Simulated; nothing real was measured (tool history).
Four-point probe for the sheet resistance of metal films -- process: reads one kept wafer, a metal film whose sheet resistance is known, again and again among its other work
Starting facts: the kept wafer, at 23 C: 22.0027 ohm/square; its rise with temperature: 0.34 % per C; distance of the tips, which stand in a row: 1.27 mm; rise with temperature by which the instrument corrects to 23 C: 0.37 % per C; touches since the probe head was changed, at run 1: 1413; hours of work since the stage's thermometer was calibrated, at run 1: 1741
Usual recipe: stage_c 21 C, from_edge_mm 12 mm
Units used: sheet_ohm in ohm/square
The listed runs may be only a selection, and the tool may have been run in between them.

| run | hour | stage_c | from_edge_mm | touches since the probe head was changed | hours of work since the stage's thermometer was calibrated | sheet_ohm |
|---|---|---|---|---|---|---|
| 1 | 0.0 | 21 | 12 | 1413 | 1741 | 22.286366 |
| 2 | 46.4 | 27 | 12 | 2103 | 1771 | 22.245843 |
| 3 | 70.8 | 27 | 12 | 2465 | 1786 | 22.238766 |
| 4 | 108.2 | 27 | 72 | 3021 | 1810 | 22.114764 |
| 5 | 162.2 | 27 | 72 | 3823 | 1845 | 22.116400 |
| 6 | 201.4 | 27 | 72 | 4406 | 1870 | 22.106384 |
| 7 | 238.9 | 27 | 72 | 4963 | 1894 | 22.119103 |
| 8 | 285.9 | 27 | 72 | 5662 | 1924 | 22.115776 |
| 9 | 317.4 | 21 | 12 | 6129 | 1945 | 22.291025 |
| 10 | 361.9 | 21 | 12 | 6790 | 1973 | 22.290573 |
| 11 | 413.2 | 19 | 12 | 7553 | 2006 | 22.310299 |
| 12 | 440.2 | 19 | 12 | 7954 | 2023 | 22.309139 |
| 13 | 470.5 | 23 | 5 | 8405 | 2043 | 22.884812 |
| 14 | 505.7 | 35 | 3 | 8928 | 2065 | 23.981765 |
| 15 | 532.5 | 35 | 3 | 9326 | 2083 | 23.989200 |
| 16 | 555.9 | 35 | 3 | 9673 | 2098 | 23.992835 |
| 17 | 586.9 | 35 | 35 | 10135 | 2117 | 22.082235 |
| 18 | 634.6 | 27 | 11 | 10843 | 2148 | 22.274531 |
| 19 | 664.9 | 24 | 6 | 11294 | 2168 | 22.655644 |
| 20 | 713.3 | 24 | 6 | 12012 | 2199 | 22.661107 |
| 21 | 743.8 | 21 | 5 | 12466 | 2218 | 22.904519 |

Below, some changes in sheet_ohm between adjacent runs. For each, the amount present without the hidden state too (settings, incoming material, random variation) and the amount remaining for the hidden state with gauge scatter not shared by both compared results:
The tool's hidden condition here consists of: inner tips' distance over the nominal, %; tips' flats over new ones', %; wafer's true temperature over the reading, C; drift of the gauge itself on sheet_ohm, %.
Run 13 -> 14: stage_c 23 -> 35, from_edge_mm 5 -> 3. sheet_ohm +1.096953 ohm/square: hidden state +0.005848, all else +1.091105.
Run 16 -> 17: from_edge_mm 3 -> 35. sheet_ohm -1.910600 ohm/square: hidden state -0.010800, all else -1.899800.
